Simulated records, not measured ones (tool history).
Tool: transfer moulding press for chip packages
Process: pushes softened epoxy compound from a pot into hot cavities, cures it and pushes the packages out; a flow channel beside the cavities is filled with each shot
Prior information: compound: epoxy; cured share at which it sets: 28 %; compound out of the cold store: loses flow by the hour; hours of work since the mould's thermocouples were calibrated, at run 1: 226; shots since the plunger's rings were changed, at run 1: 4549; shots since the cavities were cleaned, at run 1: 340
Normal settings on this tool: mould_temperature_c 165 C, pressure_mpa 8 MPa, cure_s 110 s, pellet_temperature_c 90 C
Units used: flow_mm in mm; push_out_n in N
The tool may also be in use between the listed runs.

run	hour	mould_temperature_c	pressure_mpa	cure_s	pellet_temperature_c	hours of work since the mould's thermocouples were calibrated	shots since the plunger's rings were changed	shots since the cavities were cleaned	incoming compound's hours out of the cold store	flow_mm	push_out_n
1	0	165	8	110	90	226	4549	340	20.6	570	685
2	13.4	165	8	110	90	231	4640	431	14	601	720
# hour 27.2: cavities cleaned with cleaning compound and waxed
3	33.5	165	8	102	90	240	4765	42	27.4	543	561
4	51.3	165	8	110	90	247	4885	162	38.1	504	591
5	70.5	165	8	110	90	256	5014	291	21.2	561	617
6	82.5	165	8	110	90	261	5095	372	34.6	524	674
7	93.8	165	8	110	90	266	5172	449	39.3	507	688
# hour 104.8: cavities cleaned with cleaning compound and waxed
8	113.3	165	8	110	90	274	5293	57	12.8	593	544
9	127.3	165	8.72	110	90	280	5387	151	13.2	607	592
10	140.2	165	8.72	110	90	285	5474	238	26.1	565	593
# hour 144.3: mould's thermocouples calibrated
11	160.1	165	8.72	110	90	7	5595	359	24.6	573	670
12	182.4	165	8.72	110	91	17	5745	509	29.7	556	733
# hour 184.8: cavities cleaned with cleaning compound and waxed
13	196.1	165	8.72	110	91	22	5828	76	37.7	530	530
14	205.8	165	8	110	88	26	5893	141	29.1	526	600
15	218.2	165	8	110	88	32	5977	225	15.4	574	636
16	240	163	8	95	90	41	6124	372	40.2	499	900
17	254.2	165	8	110	82	47	6220	468	24.2	547	737
# hour 259.8: mould's thermocouples calibrated, once more
# hour 265: cavities cleaned with cleaning compound and waxed
18	273.9	165	7.23	110	90	5	6329	60	46	451	502
19	295.7	166	8.05	93	95	15	6476	207	43.3	479	703
20	312.5	162	8.05	99	95	22	6589	320	13.2	577	837
21	331.4	159	7.19	105	90	31	6717	448	40.5	475	948
# hour 342.5: cavities cleaned with cleaning compound and waxed
22	345.9	165	8.87	110	90	36	6804	22	28.5	550	515
# hour 353: plunger's sealing rings changed
23	366.6	173	8.68	143	84	44	92	145	45.2	561	533
24	378.8	171	8.49	137	97	49	174	227	33.8	600	564
25	401.8	158	7.5	146	92	59	330	383	23.9	613	672
# hour 423.1: cavities cleaned with cleaning compound and waxed
26	425.7	158	7.5	146	92	69	481	18	31.5	580	505
27	447.2	158	6.76	131	91	79	626	163	19.4	588	628
28	458.8	171	8	140	89	84	704	241	44.4	530	575

Predict each of these 3 candidate next runs independently; none follows another, all start after run 28:
A	472.5	165	6.69	112	86	90	796	333	14.4	?	?
B	472.5	158	8	140	89	90	796	333	46	?	?
C	472.5	162	6.2	110	82	90	796	333	31.3	?	?

run	flow_mm	push_out_n
A	611	672
B	557	632
C	519	719
With no hidden state in the tool, these same runs would have given:
run	flow_mm	push_out_n
A	621	492
B	566	463
C	528	526

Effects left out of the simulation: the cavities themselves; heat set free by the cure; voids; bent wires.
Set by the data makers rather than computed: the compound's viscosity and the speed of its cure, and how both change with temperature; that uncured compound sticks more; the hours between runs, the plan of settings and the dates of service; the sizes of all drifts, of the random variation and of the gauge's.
